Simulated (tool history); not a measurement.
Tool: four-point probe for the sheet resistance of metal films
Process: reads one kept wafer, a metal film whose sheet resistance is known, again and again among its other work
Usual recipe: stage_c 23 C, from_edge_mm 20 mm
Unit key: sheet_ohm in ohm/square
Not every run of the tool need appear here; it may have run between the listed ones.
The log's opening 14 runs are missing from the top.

run   hour  stage_c  from_edge_mm  sheet_ohm
 15  243.3       29            20   0.052067
 16  256.4       23            20   0.052471
 17  275.6       23            20   0.052458
 18  290.6       23            20   0.052461
 19  314.3       23            12   0.052497
 20  335.0       22            20   0.052536
 21  354.7       22            20   0.052491
 22  374.4       23            18   0.052456
 23  384.6       23            18   0.052444
 24  407.9       23             3   0.053660
 25  432.0       26            53   0.052255
 26  444.4       23            48   0.052417
 27  467.3       24            10   0.052456
 28  491.8       25            13   0.052362
 29  503.5       25            13   0.052361
 30  519.8       26             5   0.052669
 31  544.1       24            20   0.052358
 32  556.8       21            61   0.052517
 33  577.4       25            27   0.052288
 34  596.2       34            20   0.051754
 35  608.3       31            20   0.051923
 36  630.5       31            15   0.051949
 37  653.3       31            15   0.051960
 38  668.6       31            15   0.051940

Forecast run 39:
 39  679.7       31            15          ?

sheet_ohm: 0.051963 ohm/square
Were there no unlogged condition in the tool, this run, its random variation unchanged, would have produced sheet_ohm 0.052272 ohm/square.
